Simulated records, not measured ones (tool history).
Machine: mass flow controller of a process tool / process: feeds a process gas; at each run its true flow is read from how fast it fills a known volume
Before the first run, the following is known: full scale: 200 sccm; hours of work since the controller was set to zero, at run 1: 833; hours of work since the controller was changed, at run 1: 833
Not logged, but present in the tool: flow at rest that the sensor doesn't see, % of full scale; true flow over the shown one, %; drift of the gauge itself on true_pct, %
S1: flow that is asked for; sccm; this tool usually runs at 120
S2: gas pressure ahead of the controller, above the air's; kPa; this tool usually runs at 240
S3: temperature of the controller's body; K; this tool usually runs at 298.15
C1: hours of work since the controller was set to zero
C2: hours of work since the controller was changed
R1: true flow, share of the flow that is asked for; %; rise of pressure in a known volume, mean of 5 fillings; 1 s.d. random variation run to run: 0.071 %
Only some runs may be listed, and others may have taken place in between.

run	day	S1	S2	S3	C1	C2	R1
1	0.000	120	240	298.15	833	833	99.73
2	2.758	120	240	298.15	872	872	99.74
3	5.712	41	240	298.15	913	913	99.28
4	10.058	41	240	298.15	974	974	99.47
5	14.925	120	240	300.15	1041	1041	100.17
6	19.867	120	240	300.15	1110	1110	100.18
7	22.008	120	240	306.15	1140	1140	100.83
8	26.112	120	242	298.15	1197	1197	100.28
9	28.642	80	240	298.15	1233	1233	99.98
10	32.517	80	240	298.15	1287	1287	100.06
11	35.388	80	240	298.15	1327	1327	100.23
12	39.171	80	240	298.15	1379	1379	100.06
13	41.204	120	240	295.15	1408	1408	100.26
14	44.067	120	240	295.15	1448	1448	100.10
15	47.088	120	240	295.15	1490	1490	100.28
16	50.350	120	240	295.15	1535	1535	100.30
17	54.788	120	182	298.15	1597	1597	100.47
18	58.675	120	182	298.15	1651	1651	100.50
19	62.504	120	182	298.15	1705	1705	100.54
# day 65.346: gauge calibrated
20	66.608	120	182	298.15	1762	1762	99.58
21	70.904	120	182	298.15	1822	1822	99.65
22	73.150	120	182	298.15	1853	1853	99.60
23	77.854	120	182	298.15	1918	1918	99.69
24	80.058	134	269	300.15	1949	1949	100.40
25	83.346	134	269	300.15	1995	1995	100.38
26	86.038	107	167	307.15	2032	2032	100.55
27	90.825	107	167	307.15	2099	2099	100.46
28	94.050	33	240	297.15	2144	2144	99.61
29	96.779	120	195	294.15	2182	2182	99.69
30	100.971	120	191	298.15	2241	2241	100.12
31	103.392	65	240	298.15	2274	2274	99.99
32	106.454	63	261	294.15	2317	2317	99.71
33	109.188	63	261	308.15	2355	2355	100.98
34	112.092	63	261	308.15	2396	2396	101.03
35	115.000	84	199	310.15	2436	2436	101.28
36	117.112	77	252	311.15	2466	2466	101.54
37	120.646	120	245	306.15	2515	2515	101.43
38	123.350	21	226	297.15	2552	2552	100.05
39	127.979	171	226	309.15	2617	2617	101.87
40	130.308	171	226	309.15	2649	2649	102.04

Run 41, settings as shown, results not yet in. Your forecast:
41	134.050	197	208	307.15	2702	2702	?

Run 41 measured R1 102.03 %.
Minus the tool's unlogged condition, the same run would have read R1 100.88 %.
